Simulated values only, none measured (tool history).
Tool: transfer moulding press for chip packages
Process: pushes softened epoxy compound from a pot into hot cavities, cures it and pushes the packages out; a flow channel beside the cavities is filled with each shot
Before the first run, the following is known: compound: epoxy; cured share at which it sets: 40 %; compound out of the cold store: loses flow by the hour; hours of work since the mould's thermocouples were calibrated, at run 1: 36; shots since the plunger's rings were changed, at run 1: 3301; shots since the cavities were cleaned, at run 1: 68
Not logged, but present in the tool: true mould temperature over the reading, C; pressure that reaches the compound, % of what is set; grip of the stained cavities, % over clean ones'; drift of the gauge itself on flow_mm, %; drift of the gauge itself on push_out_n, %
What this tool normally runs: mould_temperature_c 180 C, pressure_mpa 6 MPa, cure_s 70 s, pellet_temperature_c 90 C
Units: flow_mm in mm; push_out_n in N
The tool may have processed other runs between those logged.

run   hour  mould_temperature_c  pressure_mpa  cure_s  pellet_temperature_c  hours of work since the mould's thermocouples were calibrated  shots since the plunger's rings were changed  shots since the cavities were cleaned  incoming compound's hours out of the cold store  flow_mm  push_out_n
  1      0                  180             6      70                    90                                                             36                                          3301                                     68                                             38.9      501         484
  2    8.8                  180             6      70                    90                                                             42                                          3418                                    185                                             26.4      514         512
  3   18.2                  180          7.35      70                    90                                                             47                                          3542                                    309                                             19.9      576         497
  4     23                  180          7.35      70                    90                                                             50                                          3605                                    372                                               14      585         489
  5   31.7                  180          7.35      70                    90                                                             55                                          3720                                    487                                             37.1      556         486
  6   36.2                  180          6.07      70                    90                                                             58                                          3780                                    547                                             32.2      510         501
  7   41.9                  180             6      70                    90                                                             61                                          3856                                    623                                             19.8      522         505
      49.2  -- cavities cleaned with cleaning compound and waxed
  8   49.5                  180             6      70                    90                                                             65                                          3937                                      5                                             31.3      509         499
  9   59.2                  172             6      70                    90                                                             71                                          4065                                    133                                               31      520         793
 10   66.3                  180             6      70                    90                                                             75                                          4159                                    227                                              9.6      535         512
 11   74.2                  180          5.18      70                    90                                                             80                                          4263                                    331                                             23.1      482         513
 12   79.1                  180          5.18      70                    90                                                             82                                          4327                                    395                                             25.1      480         505
        82  -- plunger's sealing rings changed
 13   91.6                  180          5.18      70                    90                                                             88                                           126                                    528                                             21.2      483         491
 14  100.4                  180             6      70                    95                                                             94                                           243                                    645                                               36      502         473
       106  -- cavities cleaned with cleaning compound and waxed
 15    109                  173          5.91      95                    95                                                             98                                           337                                     40                                             17.1      529         398
 16  118.6                  172          5.91      95                    88                                                            104                                           464                                    167                                             30.6      516         407
 17    128                  172          5.91      95                    88                                                            109                                           588                                    291                                               42      503         418
 18  135.5                  172          5.91      95                    88                                                            114                                           687                                    390                                             27.6      521         405
 19  141.6                  180          6.91      58                    80                                                            117                                           768                                    471                                              8.9      575         921
 20    148                  180          5.68      70                    90                                                            121                                           853                                    556                                             17.8      512         495
 21  154.8                  175          6.47      70                    93                                                            125                                           943                                    646                                             30.7      535         667
       160  -- cavities cleaned with cleaning compound and waxed
 22  164.1                  180          7.18      70                    90                                                            130                                          1046                                     54                                             12.9      579         519
 23  171.2                  180          5.14      70                    93                                                            134                                          1140                                    148                                               19      483         486
 24  175.8                  180          5.43      73                    93                                                            137                                          1201                                    209                                             14.8      503         455
 25  180.3                  180          5.43      73                    93                                                            139                                          1260                                    268                                             44.7      471         438
 26  188.9                  180          6.25      70                    83                                                            144                                          1374                                    382                                               11      544         529
 27  195.5                  182             6      83                    90                                                            148                                          1461                                    469                                             19.6      519         355
 28  201.5                  182             6      83                    90                                                            152                                          1541                                    549                                             38.9      498         341

Describe how what the log doesn't record of the tool's condition differs between the last listed run preceding each entry between runs and the first listed run following it.
Run 7 -> run 8: cavities cleaned with cleaning compound and waxed (hour 49.2)
  grip of the stained cavities, % over clean ones': 0.7 -> 0
Run 12 -> run 13: plunger's sealing rings changed (hour 82)
  pressure that reaches the compound, % of what is set: 99.88 -> 99.99; grip of the stained cavities, % over clean ones': 0.5 -> 0.6
Run 14 -> run 15: cavities cleaned with cleaning compound and waxed (hour 106)
  pressure that reaches the compound, % of what is set: 99.99 -> 99.98; grip of the stained cavities, % over clean ones': 0.7 -> 0.1
Run 21 -> run 22: cavities cleaned with cleaning compound and waxed (hour 160)
  grip of the stained cavities, % over clean ones': 0.7 -> 0.1
